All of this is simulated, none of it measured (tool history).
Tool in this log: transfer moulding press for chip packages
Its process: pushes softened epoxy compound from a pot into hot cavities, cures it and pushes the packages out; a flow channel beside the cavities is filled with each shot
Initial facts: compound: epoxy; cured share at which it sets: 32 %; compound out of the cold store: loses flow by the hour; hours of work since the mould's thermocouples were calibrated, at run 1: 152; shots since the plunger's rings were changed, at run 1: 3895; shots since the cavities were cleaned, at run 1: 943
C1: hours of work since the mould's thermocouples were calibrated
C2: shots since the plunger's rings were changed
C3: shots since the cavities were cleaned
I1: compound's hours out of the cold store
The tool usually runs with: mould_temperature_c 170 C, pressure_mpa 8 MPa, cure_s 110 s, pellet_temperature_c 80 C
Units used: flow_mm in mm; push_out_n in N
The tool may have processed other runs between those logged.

{"run": 1, "hour": 0.0, "mould_temperature_c": 170, "pressure_mpa": 8, "cure_s": 110, "pellet_temperature_c": 80, "C1": 152, "C2": 3895, "C3": 943, "I1": 46.5, "flow_mm": 676, "push_out_n": 440}
{"hour": 10.2, "done": "cavities cleaned with cleaning compound and waxed"}
{"hour": 12.8, "done": "plunger's sealing rings changed"}
{"run": 2, "hour": 12.8, "mould_temperature_c": 170, "pressure_mpa": 8, "cure_s": 110, "pellet_temperature_c": 80, "C1": 158, "C2": 0, "C3": 2, "I1": 46.5, "flow_mm": 721, "push_out_n": 262}
{"run": 3, "hour": 23.0, "mould_temperature_c": 170, "pressure_mpa": 8, "cure_s": 110, "pellet_temperature_c": 80, "C1": 164, "C2": 95, "C3": 97, "I1": 21.7, "flow_mm": 853, "push_out_n": 292}
{"run": 4, "hour": 29.4, "mould_temperature_c": 169, "pressure_mpa": 8, "cure_s": 110, "pellet_temperature_c": 80, "C1": 168, "C2": 155, "C3": 157, "I1": 11.8, "flow_mm": 907, "push_out_n": 325}
{"run": 5, "hour": 36.6, "mould_temperature_c": 170, "pressure_mpa": 8, "cure_s": 110, "pellet_temperature_c": 80, "C1": 172, "C2": 222, "C3": 224, "I1": 36.3, "flow_mm": 790, "push_out_n": 332}
{"run": 6, "hour": 46.8, "mould_temperature_c": 170, "pressure_mpa": 8, "cure_s": 110, "pellet_temperature_c": 80, "C1": 178, "C2": 318, "C3": 320, "I1": 44.5, "flow_mm": 733, "push_out_n": 343}
{"run": 7, "hour": 51.5, "mould_temperature_c": 170, "pressure_mpa": 8, "cure_s": 110, "pellet_temperature_c": 80, "C1": 181, "C2": 362, "C3": 364, "I1": 37.2, "flow_mm": 760, "push_out_n": 348}
{"run": 8, "hour": 58.1, "mould_temperature_c": 170, "pressure_mpa": 8, "cure_s": 92, "pellet_temperature_c": 80, "C1": 185, "C2": 424, "C3": 426, "I1": 36.1, "flow_mm": 770, "push_out_n": 424}
{"run": 9, "hour": 66.9, "mould_temperature_c": 170, "pressure_mpa": 8, "cure_s": 92, "pellet_temperature_c": 80, "C1": 191, "C2": 507, "C3": 509, "I1": 20.9, "flow_mm": 842, "push_out_n": 454}
{"run": 10, "hour": 76.6, "mould_temperature_c": 170, "pressure_mpa": 8, "cure_s": 92, "pellet_temperature_c": 80, "C1": 197, "C2": 597, "C3": 599, "I1": 20.8, "flow_mm": 840, "push_out_n": 478}
{"run": 11, "hour": 82.2, "mould_temperature_c": 170, "pressure_mpa": 8, "cure_s": 92, "pellet_temperature_c": 80, "C1": 200, "C2": 650, "C3": 652, "I1": 44.1, "flow_mm": 730, "push_out_n": 444}
{"run": 12, "hour": 90.6, "mould_temperature_c": 170, "pressure_mpa": 8, "cure_s": 92, "pellet_temperature_c": 80, "C1": 205, "C2": 729, "C3": 731, "I1": 46.6, "flow_mm": 718, "push_out_n": 453}
{"run": 13, "hour": 101.5, "mould_temperature_c": 170, "pressure_mpa": 8, "cure_s": 110, "pellet_temperature_c": 80, "C1": 212, "C2": 830, "C3": 832, "I1": 11.8, "flow_mm": 898, "push_out_n": 437}
{"run": 14, "hour": 112.4, "mould_temperature_c": 170, "pressure_mpa": 6.06, "cure_s": 110, "pellet_temperature_c": 80, "C1": 219, "C2": 933, "C3": 935, "I1": 13.8, "flow_mm": 771, "push_out_n": 456}
{"run": 15, "hour": 117.4, "mould_temperature_c": 170, "pressure_mpa": 6.06, "cure_s": 110, "pellet_temperature_c": 80, "C1": 222, "C2": 980, "C3": 982, "I1": 38.8, "flow_mm": 653, "push_out_n": 436}
{"hour": 123.1, "done": "cavities cleaned with cleaning compound and waxed"}
{"run": 16, "hour": 125.5, "mould_temperature_c": 170, "pressure_mpa": 6.06, "cure_s": 110, "pellet_temperature_c": 80, "C1": 226, "C2": 1042, "C3": 23, "I1": 45.6, "flow_mm": 629, "push_out_n": 260}
{"run": 17, "hour": 135.1, "mould_temperature_c": 165, "pressure_mpa": 8, "cure_s": 99, "pellet_temperature_c": 80, "C1": 231, "C2": 1131, "C3": 112, "I1": 42.9, "flow_mm": 747, "push_out_n": 371}
{"run": 18, "hour": 146.0, "mould_temperature_c": 165, "pressure_mpa": 8, "cure_s": 99, "pellet_temperature_c": 80, "C1": 238, "C2": 1234, "C3": 215, "I1": 24.2, "flow_mm": 825, "push_out_n": 429}
{"run": 19, "hour": 155.5, "mould_temperature_c": 169, "pressure_mpa": 8.13, "cure_s": 139, "pellet_temperature_c": 81, "C1": 244, "C2": 1323, "C3": 304, "I1": 35.7, "flow_mm": 768, "push_out_n": 319}
{"run": 20, "hour": 163.3, "mould_temperature_c": 169, "pressure_mpa": 8.13, "cure_s": 119, "pellet_temperature_c": 88, "C1": 249, "C2": 1396, "C3": 377, "I1": 20.4, "flow_mm": 835, "push_out_n": 361}
{"run": 21, "hour": 173.0, "mould_temperature_c": 170, "pressure_mpa": 8.27, "cure_s": 110, "pellet_temperature_c": 73, "C1": 255, "C2": 1487, "C3": 468, "I1": 47.6, "flow_mm": 711, "push_out_n": 374}
{"run": 22, "hour": 178.4, "mould_temperature_c": 170, "pressure_mpa": 8, "cure_s": 110, "pellet_temperature_c": 81, "C1": 258, "C2": 1537, "C3": 518, "I1": 15.4, "flow_mm": 850, "push_out_n": 371}
{"run": 23, "hour": 188.9, "mould_temperature_c": 177, "pressure_mpa": 8, "cure_s": 115, "pellet_temperature_c": 81, "C1": 264, "C2": 1636, "C3": 617, "I1": 31.9, "flow_mm": 756, "push_out_n": 384}
{"run": 24, "hour": 198.8, "mould_temperature_c": 173, "pressure_mpa": 9.77, "cure_s": 92, "pellet_temperature_c": 79, "C1": 270, "C2": 1728, "C3": 709, "I1": 42.3, "flow_mm": 797, "push_out_n": 433}
{"run": 25, "hour": 207.7, "mould_temperature_c": 169, "pressure_mpa": 7.28, "cure_s": 121, "pellet_temperature_c": 74, "C1": 276, "C2": 1812, "C3": 793, "I1": 41.7, "flow_mm": 698, "push_out_n": 418}
{"run": 26, "hour": 216.9, "mould_temperature_c": 169, "pressure_mpa": 7.28, "cure_s": 121, "pellet_temperature_c": 74, "C1": 281, "C2": 1898, "C3": 879, "I1": 20.2, "flow_mm": 792, "push_out_n": 423}
{"run": 27, "hour": 222.8, "mould_temperature_c": 169, "pressure_mpa": 7.28, "cure_s": 121, "pellet_temperature_c": 74, "C1": 285, "C2": 1954, "C3": 935, "I1": 44.3, "flow_mm": 679, "push_out_n": 436}
{"run": 28, "hour": 231.6, "mould_temperature_c": 169, "pressure_mpa": 7.28, "cure_s": 121, "pellet_temperature_c": 74, "C1": 290, "C2": 2036, "C3": 1017, "I1": 40.4, "flow_mm": 685, "push_out_n": 408}
{"hour": 234.1, "done": "cavities cleaned with cleaning compound and waxed"}
{"run": 29, "hour": 244.3, "mould_temperature_c": 164, "pressure_mpa": 6.06, "cure_s": 101, "pellet_temperature_c": 88, "C1": 297, "C2": 2141, "C3": 96, "I1": 13, "flow_mm": 758, "push_out_n": 411}

Here are 4 independent what-if runs from the current tool condition. What would each one return?
{"run": "A", "hour": 252.4, "mould_temperature_c": 170, "pressure_mpa": 6.66, "cure_s": 122, "pellet_temperature_c": 80, "C1": 302, "C2": 2217, "C3": 172, "I1": 23.3, "flow_mm": "?", "push_out_n": "?"}
{"run": "B", "hour": 252.4, "mould_temperature_c": 170, "pressure_mpa": 7.38, "cure_s": 133, "pellet_temperature_c": 75, "C1": 302, "C2": 2217, "C3": 172, "I1": 30, "flow_mm": "?", "push_out_n": "?"}
{"run": "C", "hour": 252.4, "mould_temperature_c": 170, "pressure_mpa": 8, "cure_s": 110, "pellet_temperature_c": 80, "C1": 302, "C2": 2217, "C3": 172, "I1": 45.5, "flow_mm": "?", "push_out_n": "?"}
{"run": "D", "hour": 252.4, "mould_temperature_c": 170, "pressure_mpa": 8, "cure_s": 110, "pellet_temperature_c": 71, "C1": 302, "C2": 2217, "C3": 172, "I1": 17.5, "flow_mm": "?", "push_out_n": "?"}

run=A flow_mm=728 push_out_n=305
run=B flow_mm=748 push_out_n=300
run=C flow_mm=705 push_out_n=314
run=D flow_mm=825 push_out_n=307
Without the tool's unlogged condition, the same runs would have read:
run=A flow_mm=764 push_out_n=250
run=B flow_mm=784 push_out_n=245
run=C flow_mm=738 push_out_n=260
run=D flow_mm=865 push_out_n=254
